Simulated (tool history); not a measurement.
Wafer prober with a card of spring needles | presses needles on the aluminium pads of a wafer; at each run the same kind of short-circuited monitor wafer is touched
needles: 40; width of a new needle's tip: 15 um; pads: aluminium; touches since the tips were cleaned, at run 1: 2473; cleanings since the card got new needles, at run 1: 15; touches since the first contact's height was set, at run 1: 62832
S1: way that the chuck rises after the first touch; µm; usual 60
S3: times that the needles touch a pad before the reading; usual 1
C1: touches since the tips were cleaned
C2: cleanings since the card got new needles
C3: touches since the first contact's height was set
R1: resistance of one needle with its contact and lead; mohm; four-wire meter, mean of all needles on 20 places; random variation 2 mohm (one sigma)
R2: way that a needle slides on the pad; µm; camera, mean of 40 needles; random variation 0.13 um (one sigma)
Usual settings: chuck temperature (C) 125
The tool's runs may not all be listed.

{"run": 1, "hour": 0.0, "S1": 60, "chuck temperature (C)": 125, "S3": 1, "C1": 2473, "C2": 15, "C3": 62832, "R1": 280, "R2": 14.5}
{"hour": 2.0, "done": "tips cleaned on abrasive film"}
{"run": 2, "hour": 7.3, "S1": 60, "chuck temperature (C)": 125, "S3": 3, "C1": 2740, "C2": 16, "C3": 66572, "R1": 245, "R2": 14.24}
{"hour": 8.9, "done": "tips cleaned on abrasive film"}
{"hour": 16.1, "done": "tips cleaned on abrasive film"}
{"run": 3, "hour": 16.1, "S1": 60, "chuck temperature (C)": 64, "S3": 3, "C1": 0, "C2": 18, "C3": 71039, "R1": 212, "R2": 14.51}
{"hour": 23.4, "done": "tips cleaned on abrasive film"}
{"run": 4, "hour": 28.1, "S1": 60, "chuck temperature (C)": 64, "S3": 3, "C1": 2468, "C2": 19, "C3": 77241, "R1": 231, "R2": 14.27}
{"hour": 30.5, "done": "tips cleaned on abrasive film"}
{"hour": 37.5, "done": "tips cleaned on abrasive film"}
{"run": 5, "hour": 37.5, "S1": 60, "chuck temperature (C)": 64, "S3": 3, "C1": 0, "C2": 21, "C3": 82010, "R1": 208, "R2": 14.36}
{"hour": 44.7, "done": "tips cleaned on abrasive film"}
{"run": 6, "hour": 48.8, "S1": 60, "chuck temperature (C)": 64, "S3": 3, "C1": 2146, "C2": 22, "C3": 87839, "R1": 231, "R2": 14.2}
{"hour": 51.9, "done": "tips cleaned on abrasive film"}
{"run": 7, "hour": 58.6, "S1": 60, "chuck temperature (C)": 64, "S3": 3, "C1": 3446, "C2": 23, "C3": 92882, "R1": 242, "R2": 14.46}
{"hour": 59.2, "done": "tips cleaned on abrasive film"}
{"hour": 66.0, "done": "tips cleaned on abrasive film"}
{"run": 8, "hour": 70.4, "S1": 60, "chuck temperature (C)": 64, "S3": 3, "C1": 2262, "C2": 25, "C3": 98914, "R1": 229, "R2": 14.29}
{"hour": 72.8, "done": "tips cleaned on abrasive film"}
{"hour": 80.3, "done": "tips cleaned on abrasive film"}
{"run": 9, "hour": 82.4, "S1": 60, "chuck temperature (C)": 64, "S3": 3, "C1": 1101, "C2": 27, "C3": 105049, "R1": 223, "R2": 14.04}
{"hour": 87.1, "done": "tips cleaned on abrasive film"}
{"run": 10, "hour": 90.9, "S1": 54, "chuck temperature (C)": 125, "S3": 1, "C1": 1968, "C2": 28, "C3": 109442, "R1": 296, "R2": 12.67}
{"hour": 94.5, "done": "tips cleaned on abrasive film"}
{"hour": 101.5, "done": "tips cleaned on abrasive film"}
{"run": 11, "hour": 102.6, "S1": 54, "chuck temperature (C)": 125, "S3": 1, "C1": 592, "C2": 30, "C3": 115425, "R1": 253, "R2": 12.44}
{"hour": 109.1, "done": "tips cleaned on abrasive film"}
{"run": 12, "hour": 111.6, "S1": 54, "chuck temperature (C)": 125, "S3": 1, "C1": 1303, "C2": 31, "C3": 120044, "R1": 275, "R2": 12.61}
{"hour": 116.6, "done": "tips cleaned on abrasive film"}
{"hour": 118.7, "done": "height of the first contact set anew"}
{"run": 13, "hour": 119.4, "S1": 56, "chuck temperature (C)": 125, "S3": 1, "C1": 1310, "C2": 32, "C3": 350, "R1": 268, "R2": 14.11}
{"hour": 123.9, "done": "tips cleaned on abrasive film"}
{"run": 14, "hour": 129.5, "S1": 45, "chuck temperature (C)": 107, "S3": 1, "C1": 2930, "C2": 33, "C3": 5558, "R1": 337, "R2": 11.14}
{"hour": 130.7, "done": "tips cleaned on abrasive film"}
{"hour": 138.2, "done": "tips cleaned on abrasive film"}
{"run": 15, "hour": 138.6, "S1": 60, "chuck temperature (C)": 39, "S3": 1, "C1": 221, "C2": 35, "C3": 10175, "R1": 218, "R2": 15.01}
{"hour": 145.0, "done": "tips cleaned on abrasive film"}
{"run": 16, "hour": 147.1, "S1": 60, "chuck temperature (C)": 116, "S3": 1, "C1": 1088, "C2": 36, "C3": 14550, "R1": 254, "R2": 14.63}
{"hour": 152.8, "done": "tips cleaned on abrasive film"}
{"run": 17, "hour": 158.3, "S1": 65, "chuck temperature (C)": 34, "S3": 2, "C1": 2859, "C2": 37, "C3": 20336, "R1": 245, "R2": 15.97}
{"hour": 160.5, "done": "tips cleaned on abrasive film"}
{"run": 18, "hour": 167.1, "S1": 41, "chuck temperature (C)": 54, "S3": 2, "C1": 3429, "C2": 38, "C3": 24823, "R1": 314, "R2": 10.18}
{"hour": 168.1, "done": "tips cleaned on abrasive film"}
{"hour": 174.9, "done": "tips cleaned on abrasive film"}
{"run": 19, "hour": 176.0, "S1": 60, "chuck temperature (C)": 125, "S3": 2, "C1": 542, "C2": 40, "C3": 29345, "R1": 234, "R2": 14.72}
{"hour": 182.3, "done": "tips cleaned on abrasive film"}
{"run": 20, "hour": 183.9, "S1": 60, "chuck temperature (C)": 80, "S3": 2, "C1": 834, "C2": 41, "C3": 33415, "R1": 234, "R2": 14.71}
{"hour": 189.2, "done": "tips cleaned on abrasive film"}
{"run": 21, "hour": 189.7, "S1": 57, "chuck temperature (C)": 60, "S3": 1, "C1": 303, "C2": 42, "C3": 36406, "R1": 230, "R2": 14.12}
{"hour": 196.3, "done": "tips cleaned on abrasive film"}
{"run": 22, "hour": 198.8, "S1": 57, "chuck temperature (C)": 60, "S3": 1, "C1": 1337, "C2": 43, "C3": 41079, "R1": 259, "R2": 13.75}
{"hour": 203.4, "done": "tips cleaned on abrasive film"}
{"run": 23, "hour": 204.7, "S1": 45, "chuck temperature (C)": 44, "S3": 3, "C1": 703, "C2": 44, "C3": 44095, "R1": 223, "R2": 10.78}

Hidden state at the last listed run before each entry between runs and at the first one after, where it differs:
Between runs 1 and 2: tips cleaned on abrasive film (hour 2.0)
  debris on the tips, nm: 79 -> 90.6; way that the needles fall short of the set height, um: 1.77 -> 1.89; tips' diameter, um: 15.62 -> 15.66
  measured less the result without the state, R1: +59 -> +25 mohm; R2: -0.44 -> -0.47 µm
Between runs 2 and 3: tips cleaned on abrasive film (hour 8.9); tips cleaned on abrasive film (hour 16.1)
  debris on the tips, nm: 90.6 -> 5; way that the needles fall short of the set height, um: 1.89 -> 2.16; tips' diameter, um: 15.66 -> 15.76
  measured less the result without the state, R1: +25 -> +3 mohm; R2: -0.47 -> -0.54 µm
Between runs 3 and 4: tips cleaned on abrasive film (hour 23.4)
  debris on the tips, nm: 5 -> 84.2; way that the needles fall short of the set height, um: 2.16 -> 2.29; tips' diameter, um: 15.76 -> 15.8
  measured less the result without the state, R1: +3 -> +27 mohm; R2: -0.54 -> -0.56 µm
Between runs 4 and 5: tips cleaned on abrasive film (hour 30.5); tips cleaned on abrasive film (hour 37.5)
  debris on the tips, nm: 84.2 -> 5; way that the needles fall short of the set height, um: 2.29 -> 2.51; tips' diameter, um: 15.8 -> 15.88
  measured less the result without the state, R1: +27 -> +2 mohm; R2: -0.56 -> -0.63 µm
Between runs 5 and 6: tips cleaned on abrasive film (hour 44.7)
  debris on the tips, nm: 5 -> 74; way that the needles fall short of the set height, um: 2.51 -> 2.61; tips' diameter, um: 15.88 -> 15.91
  measured less the result without the state, R1: +2 -> +24 mohm; R2: -0.63 -> -0.65 µm
Between runs 6 and 7: tips cleaned on abrasive film (hour 51.9)
  debris on the tips, nm: 74 -> 108.3; way that the needles fall short of the set height, um: 2.61 -> 2.7; tips' diameter, um: 15.91 -> 15.94
  measured less the result without the state, R1: +24 -> +35 mohm; R2: -0.65 -> -0.67 µm
Between runs 7 and 8: tips cleaned on abrasive film (hour 59.2); tips cleaned on abrasive film (hour 66.0)
  debris on the tips, nm: 108.3 -> 73.4; way that the needles fall short of the set height, um: 2.7 -> 2.87; tips' diameter, um: 15.94 -> 16
  measured less the result without the state, R1: +35 -> +24 mohm; R2: -0.67 -> -0.72 µm
Between runs 8 and 9: tips cleaned on abrasive film (hour 72.8); tips cleaned on abrasive film (hour 80.3)
  debris on the tips, nm: 73.4 -> 49.7; way that the needles fall short of the set height, um: 2.87 -> 3.15; tips' diameter, um: 16 -> 16.1
  measured less the result without the state, R1: +24 -> +17 mohm; R2: -0.72 -> -0.78 µm
Between runs 9 and 10: tips cleaned on abrasive film (hour 87.1)
  debris on the tips, nm: 49.7 -> 71.2; way that the needles fall short of the set height, um: 3.15 -> 3.28; tips' diameter, um: 16.1 -> 16.15
  measured less the result without the state, R1: +17 -> +72 mohm; R2: -0.78 -> -0.82 µm
Between runs 10 and 11: tips cleaned on abrasive film (hour 94.5); tips cleaned on abrasive film (hour 101.5)
  debris on the tips, nm: 71.2 -> 29.3; way that the needles fall short of the set height, um: 3.28 -> 3.5; tips' diameter, um: 16.15 -> 16.22
  measured less the result without the state, R1: +72 -> +31 mohm; R2: -0.82 -> -0.87 µm
Between runs 11 and 12: tips cleaned on abrasive film (hour 109.1)
  debris on the tips, nm: 29.3 -> 53.4; way that the needles fall short of the set height, um: 3.5 -> 3.61; tips' diameter, um: 16.22 -> 16.26
  measured less the result without the state, R1: +31 -> +56 mohm; R2: -0.87 -> -0.91 µm
Between runs 12 and 13: tips cleaned on abrasive film (hour 116.6); height of the first contact set anew (hour 118.7)
  debris on the tips, nm: 53.4 -> 52.7; way that the needles fall short of the set height, um: 3.61 -> 0; tips' diameter, um: 16.26 -> 16.31
  measured less the result without the state, R1: +56 -> +45 mohm; R2: -0.91 -> +0.00 µm
Between runs 13 and 14: tips cleaned on abrasive film (hour 123.9)
  debris on the tips, nm: 52.7 -> 88.6; way that the needles fall short of the set height, um: 0 -> 0.11; tips' diameter, um: 16.31 -> 16.35
  measured less the result without the state, R1: +45 -> +115 mohm; R2: +0.00 -> -0.03 µm
Between runs 14 and 15: tips cleaned on abrasive film (hour 130.7); tips cleaned on abrasive film (hour 138.2)
  debris on the tips, nm: 88.6 -> 20.4; way that the needles fall short of the set height, um: 0.11 -> 0.36; tips' diameter, um: 16.35 -> 16.44
  measured less the result without the state, R1: +115 -> +19 mohm; R2: -0.03 -> -0.09 µm
Between runs 15 and 16: tips cleaned on abrasive film (hour 145.0)
  debris on the tips, nm: 20.4 -> 43.1; way that the needles fall short of the set height, um: 0.36 -> 0.48; tips' diameter, um: 16.44 -> 16.48
  measured less the result without the state, R1: +19 -> +34 mohm; R2: -0.09 -> -0.12 µm
Between runs 16 and 17: tips cleaned on abrasive film (hour 152.8)
  debris on the tips, nm: 43.1 -> 90.9; way that the needles fall short of the set height, um: 0.48 -> 0.63; tips' diameter, um: 16.48 -> 16.53
  measured less the result without the state, R1: +34 -> +44 mohm; R2: -0.12 -> -0.15 µm
Between runs 17 and 18: tips cleaned on abrasive film (hour 160.5)
  debris on the tips, nm: 90.9 -> 100.5; way that the needles fall short of the set height, um: 0.63 -> 0.73; tips' diameter, um: 16.53 -> 16.57
  measured less the result without the state, R1: +44 -> +106 mohm; R2: -0.15 -> -0.18 µm
Between runs 18 and 19: tips cleaned on abrasive film (hour 168.1); tips cleaned on abrasive film (hour 174.9)
  debris on the tips, nm: 100.5 -> 28.9; way that the needles fall short of the set height, um: 0.73 -> 0.93; tips' diameter, um: 16.57 -> 16.64
  measured less the result without the state, R1: +106 -> +15 mohm; R2: -0.18 -> -0.23 µm
Between runs 19 and 20: tips cleaned on abrasive film (hour 182.3)
  debris on the tips, nm: 28.9 -> 34.1; way that the needles fall short of the set height, um: 0.93 -> 1.06; tips' diameter, um: 16.64 -> 16.69
  measured less the result without the state, R1: +15 -> +19 mohm; R2: -0.23 -> -0.27 µm
Between runs 20 and 21: tips cleaned on abrasive film (hour 189.2)
  debris on the tips, nm: 34.1 -> 18.1; way that the needles fall short of the set height, um: 1.06 -> 1.18; tips' diameter, um: 16.69 -> 16.73
  measured less the result without the state, R1: +19 -> +20 mohm; R2: -0.27 -> -0.29 µm
Between runs 21 and 22: tips cleaned on abrasive film (hour 196.3)
  debris on the tips, nm: 18.1 -> 52.4; way that the needles fall short of the set height, um: 1.18 -> 1.28; tips' diameter, um: 16.73 -> 16.76
  measured less the result without the state, R1: +20 -> +52 mohm; R2: -0.29 -> -0.32 µm
Between runs 22 and 23: tips cleaned on abrasive film (hour 203.4)
  debris on the tips, nm: 52.4 -> 29.9; way that the needles fall short of the set height, um: 1.28 -> 1.4; tips' diameter, um: 16.76 -> 16.8
  measured less the result without the state, R1: +52 -> +19 mohm; R2: -0.32 -> -0.35 µm
